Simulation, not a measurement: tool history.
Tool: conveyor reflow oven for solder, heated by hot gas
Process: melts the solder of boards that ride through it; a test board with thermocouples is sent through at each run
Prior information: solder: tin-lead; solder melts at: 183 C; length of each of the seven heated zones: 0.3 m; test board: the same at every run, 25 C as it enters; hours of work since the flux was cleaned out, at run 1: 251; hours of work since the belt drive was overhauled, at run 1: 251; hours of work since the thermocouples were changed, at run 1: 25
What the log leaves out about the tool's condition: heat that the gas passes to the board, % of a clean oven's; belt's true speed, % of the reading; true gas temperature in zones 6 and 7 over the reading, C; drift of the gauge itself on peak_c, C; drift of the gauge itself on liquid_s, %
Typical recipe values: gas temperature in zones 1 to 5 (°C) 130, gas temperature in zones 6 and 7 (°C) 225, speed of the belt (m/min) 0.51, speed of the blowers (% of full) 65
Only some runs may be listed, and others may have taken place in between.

| run | hour | gas temperature in zones 1 to 5 (°C) | gas temperature in zones 6 and 7 (°C) | speed of the belt (m/min) | speed of the blowers (% of full) | hours of work since the flux was cleaned out | hours of work since the belt drive was overhauled | hours of work since the thermocouples were changed | highest temperature of the board (°C) | time above the solder's melting point (s) |
|---|---|---|---|---|---|---|---|---|---|---|
| 1 | 0 | 130 | 225 | 0.51 | 65 | 251 | 251 | 25 | 210.7 | 46.6 |
| 2 | 18.8 | 130 | 225 | 0.51 | 71 | 265 | 265 | 39 | 212.3 | 47.5 |
| 3 | 45.3 | 130 | 225 | 0.51 | 75 | 284 | 284 | 59 | 211.7 | 48 |
| 4 | 63.9 | 130 | 225 | 0.51 | 65 | 298 | 298 | 72 | 210.6 | 45.2 |
| 5 | 82.2 | 130 | 225 | 0.51 | 79 | 312 | 312 | 86 | 212.4 | 49.2 |
| 6 | 108.4 | 130 | 225 | 0.51 | 65 | 331 | 331 | 105 | 210 | 45.3 |
| 7 | 134.2 | 130 | 225 | 0.51 | 65 | 350 | 350 | 124 | 209 | 45.4 |
| 8 | 167.3 | 130 | 225 | 0.51 | 65 | 374 | 374 | 148 | 209.3 | 45 |
| 9 | 188.2 | 130 | 225 | 0.51 | 65 | 390 | 390 | 164 | 208.7 | 44.8 |
| 10 | 210.7 | 130 | 225 | 0.51 | 65 | 406 | 406 | 180 | 210.3 | 45.1 |
| 11 | 238.9 | 130 | 225 | 0.427 | 65 | 427 | 427 | 201 | 214.7 | 59.6 |
| 12 | 262.6 | 130 | 225 | 0.51 | 65 | 444 | 444 | 218 | 209.1 | 44.6 |
| 13 | 280.2 | 130 | 225 | 0.51 | 65 | 457 | 457 | 231 | 209.4 | 45.1 |
|  | 311.4 | flux residue cleaned out of gas plates and filters |
| 14 | 318.7 | 130 | 225 | 0.51 | 65 | 5 | 482 | 256 | 211.7 | 47.7 |
| 15 | 353.7 | 130 | 225 | 0.51 | 65 | 31 | 508 | 282 | 212.2 | 48.8 |
| 16 | 374.3 | 134 | 227 | 0.597 | 74 | 46 | 523 | 297 | 212.4 | 40.9 |
| 17 | 402.3 | 134 | 227 | 0.597 | 74 | 67 | 543 | 317 | 210.9 | 41.7 |
| 18 | 435.8 | 133 | 223 | 0.51 | 65 | 92 | 568 | 342 | 210.6 | 46.7 |
| 19 | 465.5 | 143 | 225 | 0.51 | 65 | 113 | 590 | 364 | 214.4 | 53.8 |
| 20 | 494.1 | 122 | 225 | 0.539 | 65 | 134 | 611 | 385 | 208.5 | 39.7 |
| 21 | 522.3 | 132 | 228 | 0.455 | 69 | 155 | 632 | 406 | 218.1 | 60.7 |
| 22 | 555.6 | 142 | 225 | 0.51 | 78 | 180 | 656 | 430 | 214.2 | 54.1 |
| 23 | 576.1 | 138 | 233 | 0.51 | 77 | 195 | 671 | 445 | 221.1 | 57 |
| 24 | 609.4 | 130 | 220 | 0.562 | 85 | 219 | 696 | 470 | 206.6 | 38.6 |
| 25 | 643.1 | 122 | 220 | 0.562 | 50 | 244 | 720 | 495 | 198.5 | 26.3 |
| 26 | 675.8 | 138 | 215 | 0.564 | 76 | 268 | 744 | 519 | 202.1 | 36.9 |
| 27 | 704.1 | 130 | 222 | 0.51 | 63 | 289 | 765 | 539 | 206.8 | 43.7 |
| 28 | 737.3 | 116 | 214 | 0.531 | 51 | 313 | 790 | 564 | 193.5 | 20.5 |
|  | 754.6 | thermocouples of zones 6 and 7 changed |
| 29 | 762.9 | 130 | 225 | 0.514 | 65 | 331 | 807 | 6 | 210.3 | 45.7 |

What if the next run were any one of these 5? Each begins from the tool's condition after run 29:
| A | 783.6 | 130 | 225 | 0.493 | 71 | 346 | 822 | 21 | ? | ? |
| B | 783.6 | 130 | 225 | 0.449 | 65 | 346 | 822 | 21 | ? | ? |
| C | 783.6 | 130 | 225 | 0.569 | 56 | 346 | 822 | 21 | ? | ? |
| D | 783.6 | 115 | 225 | 0.43 | 82 | 346 | 822 | 21 | ? | ? |
| E | 783.6 | 130 | 225 | 0.447 | 77 | 346 | 822 | 21 | ? | ? |

| run | highest temperature of the board (°C) | time above the solder's melting point (s) |
|---|---|---|
| A | 211.7 | 49.9 |
| B | 213.1 | 57.2 |
| C | 204.8 | 35.1 |
| D | 215.8 | 58.3 |
| E | 214.9 | 59.4 |
The same runs, with their run-to-run variation unchanged, on a tool lacking any hidden condition would have given:
| run | highest temperature of the board (°C) | time above the solder's melting point (s) |
|---|---|---|
| A | 213.8 | 51.6 |
| B | 214.8 | 58.6 |
| C | 207.1 | 37.3 |
| D | 217.9 | 60.2 |
| E | 216.8 | 60.8 |
